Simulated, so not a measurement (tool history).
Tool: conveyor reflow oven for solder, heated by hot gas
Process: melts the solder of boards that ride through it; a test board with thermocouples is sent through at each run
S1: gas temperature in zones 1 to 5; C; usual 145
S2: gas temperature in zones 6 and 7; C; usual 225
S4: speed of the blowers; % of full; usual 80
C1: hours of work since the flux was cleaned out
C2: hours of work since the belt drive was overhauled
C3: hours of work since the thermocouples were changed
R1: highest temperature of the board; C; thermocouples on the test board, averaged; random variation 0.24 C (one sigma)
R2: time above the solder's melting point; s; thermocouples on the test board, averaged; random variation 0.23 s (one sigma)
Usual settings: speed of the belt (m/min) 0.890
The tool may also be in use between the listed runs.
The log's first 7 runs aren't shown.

{"run": 8, "hour": 81.4, "S1": 140, "S2": 225, "speed of the belt (m/min)": 0.89, "S4": 80, "C1": 430, "C2": 531, "C3": 172, "R1": 203.0, "R2": 30.5}
{"run": 9, "hour": 96.6, "S1": 145, "S2": 221, "speed of the belt (m/min)": 0.89, "S4": 80, "C1": 438, "C2": 538, "C3": 179, "R1": 201.0, "R2": 29.5}
{"hour": 109.2, "done": "flux residue cleaned out of gas plates and filters"}
{"run": 10, "hour": 117.3, "S1": 145, "S2": 221, "speed of the belt (m/min)": 0.89, "S4": 80, "C1": 4, "C2": 546, "C3": 187, "R1": 205.0, "R2": 34.4}
{"run": 11, "hour": 126.7, "S1": 145, "S2": 221, "speed of the belt (m/min)": 0.89, "S4": 80, "C1": 9, "C2": 550, "C3": 192, "R1": 205.3, "R2": 34.6}
{"run": 12, "hour": 138.2, "S1": 155, "S2": 221, "speed of the belt (m/min)": 0.89, "S4": 80, "C1": 14, "C2": 556, "C3": 197, "R1": 206.9, "R2": 39.7}
{"run": 13, "hour": 145.2, "S1": 145, "S2": 225, "speed of the belt (m/min)": 0.89, "S4": 80, "C1": 18, "C2": 560, "C3": 201, "R1": 208.1, "R2": 36.9}
{"run": 14, "hour": 152.8, "S1": 159, "S2": 225, "speed of the belt (m/min)": 0.89, "S4": 80, "C1": 21, "C2": 563, "C3": 204, "R1": 211.0, "R2": 43.5}
{"run": 15, "hour": 165.1, "S1": 145, "S2": 225, "speed of the belt (m/min)": 0.89, "S4": 80, "C1": 27, "C2": 569, "C3": 210, "R1": 208.3, "R2": 36.7}
{"run": 16, "hour": 180.7, "S1": 145, "S2": 225, "speed of the belt (m/min)": 0.89, "S4": 69, "C1": 35, "C2": 577, "C3": 218, "R1": 206.0, "R2": 35.1}
{"run": 17, "hour": 196.9, "S1": 145, "S2": 225, "speed of the belt (m/min)": 0.89, "S4": 69, "C1": 43, "C2": 585, "C3": 226, "R1": 206.1, "R2": 34.5}
{"run": 18, "hour": 208.9, "S1": 145, "S2": 225, "speed of the belt (m/min)": 0.89, "S4": 73, "C1": 49, "C2": 591, "C3": 232, "R1": 207.2, "R2": 35.7}
{"run": 19, "hour": 222.4, "S1": 152, "S2": 228, "speed of the belt (m/min)": 0.855, "S4": 80, "C1": 55, "C2": 597, "C3": 238, "R1": 212.8, "R2": 43.9}
{"run": 20, "hour": 238.0, "S1": 139, "S2": 226, "speed of the belt (m/min)": 0.855, "S4": 80, "C1": 63, "C2": 605, "C3": 246, "R1": 208.3, "R2": 36.9}
{"run": 21, "hour": 248.6, "S1": 131, "S2": 229, "speed of the belt (m/min)": 0.89, "S4": 80, "C1": 68, "C2": 610, "C3": 251, "R1": 208.0, "R2": 33.0}
{"run": 22, "hour": 256.6, "S1": 147, "S2": 238, "speed of the belt (m/min)": 0.89, "S4": 80, "C1": 72, "C2": 614, "C3": 255, "R1": 218.7, "R2": 44.2}

Run 23 comes next. What will it give?
{"run": 23, "hour": 266.3, "S1": 137, "S2": 217, "speed of the belt (m/min)": 0.907, "S4": 80, "C1": 77, "C2": 619, "C3": 260, "R1": "?", "R2": "?"}

R1: 199.0 C
R2: 26.2 s
Without the tool's hidden state the same run would have given R1 199.7 C, R2 26.6 s.
